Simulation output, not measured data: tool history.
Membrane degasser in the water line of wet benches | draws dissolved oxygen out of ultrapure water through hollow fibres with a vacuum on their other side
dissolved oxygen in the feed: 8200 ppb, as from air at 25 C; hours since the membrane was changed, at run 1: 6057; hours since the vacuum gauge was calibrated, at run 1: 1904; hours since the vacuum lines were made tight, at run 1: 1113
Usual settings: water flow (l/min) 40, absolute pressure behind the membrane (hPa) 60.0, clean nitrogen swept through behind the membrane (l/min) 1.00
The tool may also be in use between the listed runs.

| run | hour | water flow (l/min) | absolute pressure behind the membrane (hPa) | clean nitrogen swept through behind the membrane (l/min) | hours since the membrane was changed | hours since the vacuum gauge was calibrated | hours since the vacuum lines were made tight | dissolved oxygen in the water behind the degasser (ppb) | pressure that the water loses in the fibres (hPa) |
|---|---|---|---|---|---|---|---|---|---|
| 1 | 0.0 | 40 | 60.0 | 1.00 | 6057 | 1904 | 1113 | 365.0 | 396.9 |
| 2 | 175.2 | 38 | 60.0 | 1.00 | 6232 | 2080 | 1288 | 335.1 | 379.3 |
| 3 | 445.1 | 38 | 60.0 | 1.00 | 6502 | 2350 | 1558 | 329.6 | 379.5 |
| 4 | 650.8 | 38 | 60.0 | 1.00 | 6708 | 2555 | 1764 | 339.4 | 381.4 |
| 5 | 816.2 | 40 | 60.0 | 2.68 | 6873 | 2721 | 1929 | 239.2 | 401.1 |
| 6 | 1062.3 | 40 | 60.0 | 2.68 | 7119 | 2967 | 2175 | 240.3 | 401.8 |
| 7 | 1260.0 | 40 | 60.0 | 2.68 | 7317 | 3164 | 2373 | 244.2 | 397.5 |
| 8 | 1474.9 | 40 | 60.0 | 2.68 | 7532 | 3379 | 2588 | 241.9 | 402.1 |
| 9 | 1750.7 | 40 | 60.0 | 0.62 | 7808 | 3655 | 2864 | 456.9 | 399.4 |
| 10 | 2024.9 | 40 | 60.0 | 0.62 | 8082 | 3929 | 3138 | 449.9 | 397.2 |
| 11 | 2329.2 | 40 | 60.0 | 0.62 | 8386 | 4234 | 3442 | 455.6 | 399.9 |
| 12 | 2468.4 | 40 | 60.0 | 0.62 | 8525 | 4373 | 3581 | 448.9 | 398.7 |
| 13 | 2779.6 | 40 | 60.0 | 0.62 | 8837 | 4684 | 3893 | 452.9 | 400.5 |
| 14 | 3095.5 | 49 | 39.7 | 1.40 | 9152 | 5000 | 4209 | 313.9 | 490.7 |

The next listed run, before its measurement:
| 15 | 3328.9 | 49 | 39.7 | 1.40 | 9386 | 5233 | 4442 | ? | ? |

Run 15 gave dissolved oxygen in the water behind the degasser (ppb) 314.9, pressure that the water loses in the fibres (hPa) 485.8.
Without the tool's hidden state the same run would have given dissolved oxygen in the water behind the degasser (ppb) 314.2, pressure that the water loses in the fibres (hPa) 485.4.
